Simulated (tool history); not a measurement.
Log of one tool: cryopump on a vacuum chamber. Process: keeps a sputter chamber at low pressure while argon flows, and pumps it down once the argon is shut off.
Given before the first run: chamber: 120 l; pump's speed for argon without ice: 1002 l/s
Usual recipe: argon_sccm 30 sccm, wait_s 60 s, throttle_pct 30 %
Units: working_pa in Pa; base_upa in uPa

run 1 hour=0.0 | argon_sccm=30 wait_s=60 throttle_pct=30 | working_pa=0.1697 base_upa=3.00
run 2 hour=24.3 | argon_sccm=30 wait_s=60 throttle_pct=30 | working_pa=0.1696 base_upa=3.06
run 3 hour=71.3 | argon_sccm=30 wait_s=60 throttle_pct=30 | working_pa=0.1695 base_upa=3.13
run 4 hour=115.9 | argon_sccm=30 wait_s=60 throttle_pct=30 | working_pa=0.1708 base_upa=3.07
run 5 hour=152.9 | argon_sccm=30 wait_s=60 throttle_pct=30 | working_pa=0.1708 base_upa=3.18
run 6 hour=208.6 | argon_sccm=30 wait_s=60 throttle_pct=30 | working_pa=0.1699 base_upa=3.23
run 7 hour=251.3 | argon_sccm=30 wait_s=60 throttle_pct=30 | working_pa=0.1700 base_upa=3.17
run 8 hour=296.0 | argon_sccm=30 wait_s=60 throttle_pct=30 | working_pa=0.1704 base_upa=3.31
run 9 hour=327.2 | argon_sccm=30 wait_s=60 throttle_pct=30 | working_pa=0.1697 base_upa=3.25
run 10 hour=351.7 | argon_sccm=30 wait_s=60 throttle_pct=30 | working_pa=0.1732 base_upa=3.32
run 11 hour=396.5 | argon_sccm=30 wait_s=60 throttle_pct=30 | working_pa=0.1714 base_upa=3.31
run 12 hour=435.5 | argon_sccm=30 wait_s=60 throttle_pct=30 | working_pa=0.1719 base_upa=3.47
run 13 hour=481.9 | argon_sccm=30 wait_s=60 throttle_pct=37 | working_pa=0.1403 base_upa=3.46
run 14 hour=540.8 | argon_sccm=30 wait_s=60 throttle_pct=37 | working_pa=0.1410 base_upa=3.39
run 15 hour=580.9 | argon_sccm=30 wait_s=60 throttle_pct=37 | working_pa=0.1419 base_upa=3.53
run 16 hour=617.3 | argon_sccm=30 wait_s=60 throttle_pct=37 | working_pa=0.1407 base_upa=3.48
run 17 hour=669.1 | argon_sccm=30 wait_s=60 throttle_pct=37 | working_pa=0.1427 base_upa=3.70
run 18 hour=693.9 | argon_sccm=30 wait_s=60 throttle_pct=37 | working_pa=0.1427 base_upa=3.63
run 19 hour=718.2 | argon_sccm=38 wait_s=120 throttle_pct=37 | working_pa=0.1789 base_upa=3.25
run 20 hour=759.0 | argon_sccm=38 wait_s=120 throttle_pct=37 | working_pa=0.1804 base_upa=3.18
run 21 hour=791.8 | argon_sccm=14 wait_s=26 throttle_pct=47 | working_pa=0.0525 base_upa=4.80
run 22 hour=848.2 | argon_sccm=30 wait_s=71 throttle_pct=30 | working_pa=0.1744 base_upa=3.54

Run 23 is up next; what results do you expect?
run 23 hour=881.9 | argon_sccm=16 wait_s=215 throttle_pct=20 | working_pa=? base_upa=?

Run 23 measured working_pa 0.1392 Pa, base_upa 3.09 uPa.
Minus the tool's unlogged condition, the same run would have read working_pa 0.1360 Pa, base_upa 0.54 uPa.

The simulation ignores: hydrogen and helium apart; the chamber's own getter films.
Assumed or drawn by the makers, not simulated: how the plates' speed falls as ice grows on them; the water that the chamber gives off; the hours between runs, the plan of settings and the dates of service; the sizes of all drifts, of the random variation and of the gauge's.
